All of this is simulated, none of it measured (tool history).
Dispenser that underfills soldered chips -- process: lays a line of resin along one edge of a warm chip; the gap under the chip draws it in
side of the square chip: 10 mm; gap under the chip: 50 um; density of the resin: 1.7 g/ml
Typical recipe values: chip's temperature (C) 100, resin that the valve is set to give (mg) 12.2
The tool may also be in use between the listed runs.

run	hour	chip's temperature (C)	resin that the valve is set to give (mg)	time until the resin shows at the far edge (s)	resin that the valve gave (mg)
1	0.0	100	12.2	86.7	11.57
# hour 7.6: new syringe of resin
2	13.2	100	12.2	82.0	11.36
# hour 22.8: new syringe of resin
3	25.5	100	15.2	69.7	14.25
4	34.5	100	12.2	104.4	11.38
# hour 37.4: new syringe of resin
# hour 39.2: dispensing valve cleaned and set on the balance
# hour 45.1: stage's temperature calibrated
5	50.0	100	11.2	95.9	11.03
# hour 54.5: new syringe of resin
6	60.7	100	11.2	80.3	11.02
7	67.1	100	11.2	102.0	11.09
# hour 70.0: new syringe of resin
8	75.5	100	11.2	79.2	10.99

Predict the results of run 9:
# hour 85.1: new syringe of resin
9	89.9	99	10.5	?	?

time until the resin shows at the far edge (s): 79.9
resin that the valve gave (mg): 10.17
Had the tool carried no hidden state, the very same run would have given time until the resin shows at the far edge (s) 65.3, resin that the valve gave (mg) 10.49.
